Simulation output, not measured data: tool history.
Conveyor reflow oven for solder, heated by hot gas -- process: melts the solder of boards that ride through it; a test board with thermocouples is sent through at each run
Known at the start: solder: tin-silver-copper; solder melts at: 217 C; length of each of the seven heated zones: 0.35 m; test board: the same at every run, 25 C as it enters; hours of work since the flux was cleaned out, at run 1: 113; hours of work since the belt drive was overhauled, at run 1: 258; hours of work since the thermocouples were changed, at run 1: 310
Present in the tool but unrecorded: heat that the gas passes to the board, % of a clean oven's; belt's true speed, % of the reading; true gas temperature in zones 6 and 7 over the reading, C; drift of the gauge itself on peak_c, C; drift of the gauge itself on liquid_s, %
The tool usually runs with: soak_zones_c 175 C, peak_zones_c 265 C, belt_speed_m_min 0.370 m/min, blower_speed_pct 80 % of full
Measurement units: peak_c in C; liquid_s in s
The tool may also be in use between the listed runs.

run,hour,soak_zones_c,peak_zones_c,belt_speed_m_min,blower_speed_pct,hours of work since the flux was cleaned out,hours of work since the belt drive was overhauled,hours of work since the thermocouples were changed,peak_c,liquid_s
1,0.0,175,265,0.370,80,113,258,310,257.8,94.1
2,8.6,175,265,0.370,80,117,263,315,257.3,93.2
3,17.7,171,265,0.370,80,122,268,320,256.3,91.6
4,25.9,171,265,0.370,80,127,273,325,256.7,91.5
5,39.5,160,265,0.370,80,135,280,332,256.1,86.5
6,46.7,175,265,0.370,80,139,284,336,258.1,93.8
7,52.4,175,265,0.370,80,142,287,339,257.9,94.4
8,63.1,175,265,0.370,80,148,293,345,257.2,94.5
9,71.6,175,265,0.373,80,152,298,350,257.8,92.9
10,83.8,175,265,0.373,80,159,305,357,257.5,93.1
11,94.2,168,265,0.370,80,165,311,363,256.7,89.7
12,102.2,188,267,0.421,55,169,315,367,253.4,84.0
13,113.0,175,265,0.370,51,175,321,373,253.1,87.3
14,121.5,169,265,0.332,58,180,326,378,255.7,100.0
15,133.7,162,260,0.341,59,187,332,385,249.9,87.8
16,144.3,162,260,0.341,59,193,338,390,250.5,87.5
17,153.6,175,265,0.436,80,198,344,396,254.0,75.5
18,160.1,176,265,0.438,80,202,347,399,254.0,75.2
19,167.1,173,257,0.319,79,205,351,403,252.2,105.2
20,178.3,173,274,0.318,73,212,357,409,268.0,116.8
21,188.3,190,267,0.369,82,217,363,415,260.7,104.1
22,199.7,190,277,0.317,75,224,369,421,271.6,128.5

Branching from run 22: 3 alternative next runs. What would each branch give?
A,205.6,175,269,0.370,80,227,372,424,?,?
B,205.6,162,278,0.317,75,227,372,424,?,?
C,205.6,184,279,0.370,80,227,372,424,?,?

run,peak_c,liquid_s
A,261.0,96.2
B,271.5,115.0
C,271.1,106.4
Had the tool no hidden state, the same runs would have come out as:
run,peak_c,liquid_s
A,261.1,96.2
B,271.6,115.0
C,271.2,106.4
